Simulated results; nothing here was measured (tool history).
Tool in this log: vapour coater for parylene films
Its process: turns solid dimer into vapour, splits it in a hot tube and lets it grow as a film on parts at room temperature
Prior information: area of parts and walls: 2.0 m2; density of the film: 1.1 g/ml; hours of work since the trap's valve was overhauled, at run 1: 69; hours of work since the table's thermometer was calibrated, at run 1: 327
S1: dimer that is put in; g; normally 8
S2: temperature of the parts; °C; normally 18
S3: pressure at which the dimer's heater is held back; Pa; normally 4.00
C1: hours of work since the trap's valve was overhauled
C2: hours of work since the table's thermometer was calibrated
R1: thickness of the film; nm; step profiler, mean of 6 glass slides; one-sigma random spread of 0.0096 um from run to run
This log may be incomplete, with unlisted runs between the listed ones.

{"run": 1, "hour": 0.0, "S1": 8, "S2": 18, "S3": 4.0, "C1": 69, "C2": 327, "R1": 1808}
{"run": 2, "hour": 57.3, "S1": 8, "S2": 18, "S3": 4.0, "C1": 102, "C2": 359, "R1": 1807}
{"run": 3, "hour": 123.3, "S1": 8, "S2": 18, "S3": 4.0, "C1": 140, "C2": 397, "R1": 1780}
{"run": 4, "hour": 182.5, "S1": 8, "S2": 18, "S3": 4.0, "C1": 174, "C2": 431, "R1": 1775}
{"run": 5, "hour": 247.1, "S1": 8, "S2": 18, "S3": 4.0, "C1": 211, "C2": 468, "R1": 1780}
{"run": 6, "hour": 309.1, "S1": 8, "S2": 18, "S3": 4.0, "C1": 246, "C2": 503, "R1": 1762}
{"run": 7, "hour": 348.6, "S1": 8, "S2": 24, "S3": 4.0, "C1": 269, "C2": 526, "R1": 1305}
{"run": 8, "hour": 392.1, "S1": 3, "S2": 14, "S3": 4.0, "C1": 294, "C2": 551, "R1": 792}
{"run": 9, "hour": 426.8, "S1": 3, "S2": 27, "S3": 4.0, "C1": 314, "C2": 571, "R1": 419}
{"run": 10, "hour": 456.3, "S1": 13, "S2": 18, "S3": 3.32, "C1": 331, "C2": 588, "R1": 2898}
{"run": 11, "hour": 525.9, "S1": 9, "S2": 18, "S3": 9.89, "C1": 370, "C2": 627, "R1": 1642}
{"run": 12, "hour": 557.5, "S1": 8, "S2": 22, "S3": 11.79, "C1": 388, "C2": 646, "R1": 1164}

Expected results for the next run?
{"run": 13, "hour": 590.9, "S1": 12, "S2": 12, "S3": 4.96, "C1": 408, "C2": 665, "R1": "?"}

R1: 3259 nm
With the hidden condition absent and the run-to-run variation left alone, this run would have shown R1 3457 nm.

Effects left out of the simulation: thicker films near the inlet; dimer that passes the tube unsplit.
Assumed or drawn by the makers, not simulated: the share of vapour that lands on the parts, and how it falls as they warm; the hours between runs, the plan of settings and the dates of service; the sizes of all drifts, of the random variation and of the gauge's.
